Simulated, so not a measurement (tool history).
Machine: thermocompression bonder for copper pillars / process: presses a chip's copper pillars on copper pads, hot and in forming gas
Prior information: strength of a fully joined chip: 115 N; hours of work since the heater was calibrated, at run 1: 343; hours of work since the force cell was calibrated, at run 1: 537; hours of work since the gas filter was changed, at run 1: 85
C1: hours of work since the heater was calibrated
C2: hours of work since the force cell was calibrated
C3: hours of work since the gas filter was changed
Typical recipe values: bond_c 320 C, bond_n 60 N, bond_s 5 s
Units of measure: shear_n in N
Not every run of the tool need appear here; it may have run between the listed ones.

{"run": 1, "hour": 0.0, "bond_c": 320, "bond_n": 60, "bond_s": 5, "C1": 343, "C2": 537, "C3": 85, "shear_n": 66.2}
{"run": 2, "hour": 25.7, "bond_c": 320, "bond_n": 60, "bond_s": 5, "C1": 358, "C2": 553, "C3": 101, "shear_n": 65.7}
{"run": 3, "hour": 43.5, "bond_c": 320, "bond_n": 60, "bond_s": 3, "C1": 369, "C2": 563, "C3": 111, "shear_n": 55.3}
{"run": 4, "hour": 76.3, "bond_c": 300, "bond_n": 60, "bond_s": 5, "C1": 389, "C2": 583, "C3": 131, "shear_n": 53}
{"run": 5, "hour": 108.2, "bond_c": 320, "bond_n": 60, "bond_s": 14, "C1": 408, "C2": 603, "C3": 151, "shear_n": 88}
{"run": 6, "hour": 132.2, "bond_c": 321, "bond_n": 60, "bond_s": 5, "C1": 423, "C2": 617, "C3": 165, "shear_n": 66.3}
{"run": 7, "hour": 157.1, "bond_c": 310, "bond_n": 60, "bond_s": 5, "C1": 438, "C2": 633, "C3": 181, "shear_n": 59}
{"hour": 161.8, "done": "heater calibrated with a thermocouple chip"}
{"run": 8, "hour": 173.4, "bond_c": 320, "bond_n": 60, "bond_s": 7, "C1": 7, "C2": 641, "C3": 189, "shear_n": 74.4}
{"run": 9, "hour": 192.7, "bond_c": 320, "bond_n": 60, "bond_s": 7, "C1": 19, "C2": 653, "C3": 201, "shear_n": 74.4}
{"run": 10, "hour": 221.5, "bond_c": 320, "bond_n": 60, "bond_s": 7, "C1": 36, "C2": 670, "C3": 218, "shear_n": 74.7}
{"run": 11, "hour": 251.1, "bond_c": 320, "bond_n": 60, "bond_s": 7, "C1": 54, "C2": 688, "C3": 236, "shear_n": 74.4}
{"run": 12, "hour": 280.1, "bond_c": 320, "bond_n": 60, "bond_s": 7, "C1": 72, "C2": 706, "C3": 254, "shear_n": 73.8}
{"run": 13, "hour": 296.0, "bond_c": 320, "bond_n": 60, "bond_s": 7, "C1": 82, "C2": 716, "C3": 264, "shear_n": 74.1}
{"hour": 312.1, "done": "heater calibrated with a thermocouple chip, once more"}
{"run": 14, "hour": 314.5, "bond_c": 320, "bond_n": 60, "bond_s": 7, "C1": 1, "C2": 726, "C3": 274, "shear_n": 70.2}
{"run": 15, "hour": 329.2, "bond_c": 330, "bond_n": 76, "bond_s": 12, "C1": 10, "C2": 735, "C3": 283, "shear_n": 98.3}
{"run": 16, "hour": 357.6, "bond_c": 327, "bond_n": 76, "bond_s": 12, "C1": 28, "C2": 752, "C3": 300, "shear_n": 97}
{"run": 17, "hour": 371.3, "bond_c": 316, "bond_n": 47, "bond_s": 10, "C1": 36, "C2": 760, "C3": 308, "shear_n": 60.1}
{"run": 18, "hour": 387.3, "bond_c": 316, "bond_n": 71, "bond_s": 10, "C1": 46, "C2": 770, "C3": 318, "shear_n": 85.4}
{"run": 19, "hour": 405.2, "bond_c": 335, "bond_n": 65, "bond_s": 3, "C1": 57, "C2": 781, "C3": 329, "shear_n": 67.4}
{"run": 20, "hour": 424.8, "bond_c": 335, "bond_n": 65, "bond_s": 3, "C1": 68, "C2": 793, "C3": 341, "shear_n": 67.5}
{"run": 21, "hour": 456.9, "bond_c": 335, "bond_n": 65, "bond_s": 3, "C1": 88, "C2": 812, "C3": 360, "shear_n": 68.3}
{"run": 22, "hour": 474.6, "bond_c": 320, "bond_n": 58, "bond_s": 6, "C1": 99, "C2": 823, "C3": 371, "shear_n": 65.5}
{"run": 23, "hour": 494.5, "bond_c": 320, "bond_n": 49, "bond_s": 10, "C1": 111, "C2": 835, "C3": 383, "shear_n": 65.4}
{"run": 24, "hour": 521.3, "bond_c": 320, "bond_n": 49, "bond_s": 10, "C1": 127, "C2": 851, "C3": 399, "shear_n": 64.7}
{"run": 25, "hour": 552.0, "bond_c": 320, "bond_n": 49, "bond_s": 10, "C1": 146, "C2": 870, "C3": 418, "shear_n": 65.5}

What if the next run were any one of these 4? Each begins from the tool's condition after run 25:
{"run": "A", "hour": 577.6, "bond_c": 320, "bond_n": 75, "bond_s": 6, "C1": 161, "C2": 886, "C3": 434, "shear_n": "?"}
{"run": "B", "hour": 577.6, "bond_c": 301, "bond_n": 55, "bond_s": 13, "C1": 161, "C2": 886, "C3": 434, "shear_n": "?"}
{"run": "C", "hour": 577.6, "bond_c": 320, "bond_n": 49, "bond_s": 9, "C1": 161, "C2": 886, "C3": 434, "shear_n": "?"}
{"run": "D", "hour": 577.6, "bond_c": 295, "bond_n": 76, "bond_s": 10, "C1": 161, "C2": 886, "C3": 434, "shear_n": "?"}

run=A shear_n=80.5
run=B shear_n=65.5
run=C shear_n=62.8
run=D shear_n=75.6
With the hidden condition removed and each run's random variation left untouched, the same runs would have given:
run=A shear_n=80.4
run=B shear_n=64.5
run=C shear_n=61.8
run=D shear_n=75

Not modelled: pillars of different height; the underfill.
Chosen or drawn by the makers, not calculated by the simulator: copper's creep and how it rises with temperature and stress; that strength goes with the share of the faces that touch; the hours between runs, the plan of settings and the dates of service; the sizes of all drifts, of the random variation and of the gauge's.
